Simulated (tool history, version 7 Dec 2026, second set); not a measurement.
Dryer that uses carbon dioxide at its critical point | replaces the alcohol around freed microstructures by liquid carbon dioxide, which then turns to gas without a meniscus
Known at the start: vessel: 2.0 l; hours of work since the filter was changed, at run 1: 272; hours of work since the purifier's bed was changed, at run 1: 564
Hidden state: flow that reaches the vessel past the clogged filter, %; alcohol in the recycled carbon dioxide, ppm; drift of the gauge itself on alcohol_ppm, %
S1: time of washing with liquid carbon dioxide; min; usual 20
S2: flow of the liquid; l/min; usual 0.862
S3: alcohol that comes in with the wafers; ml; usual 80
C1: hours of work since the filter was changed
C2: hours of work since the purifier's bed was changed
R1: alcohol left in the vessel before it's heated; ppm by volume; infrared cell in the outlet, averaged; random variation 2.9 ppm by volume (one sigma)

{"run": 1, "hour": 0.0, "S1": 20, "S2": 0.862, "S3": 80, "C1": 272, "C2": 564, "R1": 55}
{"run": 2, "hour": 33.7, "S1": 20, "S2": 0.862, "S3": 80, "C1": 292, "C2": 584, "R1": 51}
{"run": 3, "hour": 72.2, "S1": 20, "S2": 0.862, "S3": 80, "C1": 316, "C2": 608, "R1": 55}
{"run": 4, "hour": 114.0, "S1": 20, "S2": 0.862, "S3": 80, "C1": 341, "C2": 633, "R1": 62}
{"run": 5, "hour": 147.7, "S1": 20, "S2": 0.785, "S3": 80, "C1": 362, "C2": 654, "R1": 82}
{"run": 6, "hour": 166.1, "S1": 20, "S2": 0.785, "S3": 80, "C1": 373, "C2": 665, "R1": 81}
{"hour": 182.8, "done": "purifier's bed changed"}
{"run": 7, "hour": 204.2, "S1": 20, "S2": 0.785, "S3": 80, "C1": 394, "C2": 13, "R1": 44}
{"run": 8, "hour": 236.4, "S1": 20, "S2": 0.785, "S3": 80, "C1": 414, "C2": 33, "R1": 48}
{"run": 9, "hour": 276.9, "S1": 20, "S2": 1.246, "S3": 80, "C1": 439, "C2": 57, "R1": 6}
{"run": 10, "hour": 299.3, "S1": 15, "S2": 0.961, "S3": 74, "C1": 452, "C2": 71, "R1": 84}
{"hour": 319.3, "done": "inlet filter changed"}
{"run": 11, "hour": 319.9, "S1": 15, "S2": 1.155, "S3": 74, "C1": 0, "C2": 83, "R1": 24}
{"run": 12, "hour": 361.9, "S1": 13, "S2": 1.155, "S3": 26, "C1": 26, "C2": 108, "R1": 22}
{"run": 13, "hour": 385.9, "S1": 20, "S2": 0.922, "S3": 80, "C1": 41, "C2": 123, "R1": 21}
{"run": 14, "hour": 407.4, "S1": 14, "S2": 0.829, "S3": 89, "C1": 54, "C2": 136, "R1": 182}
{"run": 15, "hour": 425.2, "S1": 14, "S2": 0.543, "S3": 87, "C1": 65, "C2": 147, "R1": 1074}
{"run": 16, "hour": 444.2, "S1": 14, "S2": 0.543, "S3": 87, "C1": 76, "C2": 159, "R1": 1095}
{"run": 17, "hour": 485.0, "S1": 14, "S2": 1.151, "S3": 87, "C1": 101, "C2": 183, "R1": 39}

The same runs without the tool's hidden state, with the same run-to-run variation:
run=1 R1=15
run=2 R1=10
run=3 R1=12
run=4 R1=15
run=5 R1=25
run=6 R1=23
run=7 R1=24
run=8 R1=26
run=9 R1=1
run=10 R1=42
run=11 R1=19
run=12 R1=14
run=13 R1=13
run=14 R1=160
run=15 R1=998
run=16 R1=1006
run=17 R1=24
